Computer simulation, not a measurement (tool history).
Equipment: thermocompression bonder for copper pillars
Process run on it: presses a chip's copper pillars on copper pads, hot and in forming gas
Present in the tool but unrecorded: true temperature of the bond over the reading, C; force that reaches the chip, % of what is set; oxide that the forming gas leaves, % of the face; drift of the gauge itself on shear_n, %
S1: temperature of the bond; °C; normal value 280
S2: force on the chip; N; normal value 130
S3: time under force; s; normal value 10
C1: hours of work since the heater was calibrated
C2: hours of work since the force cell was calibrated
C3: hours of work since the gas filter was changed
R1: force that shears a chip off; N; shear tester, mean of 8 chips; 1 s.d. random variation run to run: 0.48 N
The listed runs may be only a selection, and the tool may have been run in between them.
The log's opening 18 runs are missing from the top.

run,hour,S1,S2,S3,C1,C2,C3,R1
19,366.2,280,92,6,298,633,233,39.3
20,378.3,287,176,15,304,640,239,75.1
21,400.9,287,176,15,316,651,251,74.9
22,422.2,283,96,10,327,663,262,49.2
23,435.6,270,101,17,334,670,269,54.2
# hour 450.3: forming gas filter changed
24,457.5,270,145,17,345,681,4,67.8
25,475.8,302,131,15,355,690,13,77.8
26,494.1,288,111,14,364,700,23,65.3
27,515.1,303,149,10,375,711,34,74.2
28,541.1,303,149,10,389,724,47,73.5
# hour 547.5: force cell calibrated
29,557.2,303,149,10,396,5,55,76.6
30,575.2,280,130,25,406,14,64,78.9
31,600.7,264,130,11,419,28,78,53.6
32,625.3,264,130,11,432,41,91,54.0
33,653.5,264,105,11,447,55,105,47.1

Below are 5 alternative next runs, each starting from the tool's condition after run 33. Predict each:
A,667.6,257,117,10,454,63,113,?
B,667.6,262,105,6,454,63,113,?
C,667.6,280,94,9,454,63,113,?
D,667.6,296,119,11,454,63,113,?
E,667.6,272,105,11,454,63,113,?

run,R1
A,44.9
B,36.3
C,48.9
D,67.0
E,51.7
Had the tool no hidden state, the same runs would have come out as:
run,R1
A,48.0
B,38.9
C,52.1
D,70.9
E,55.1
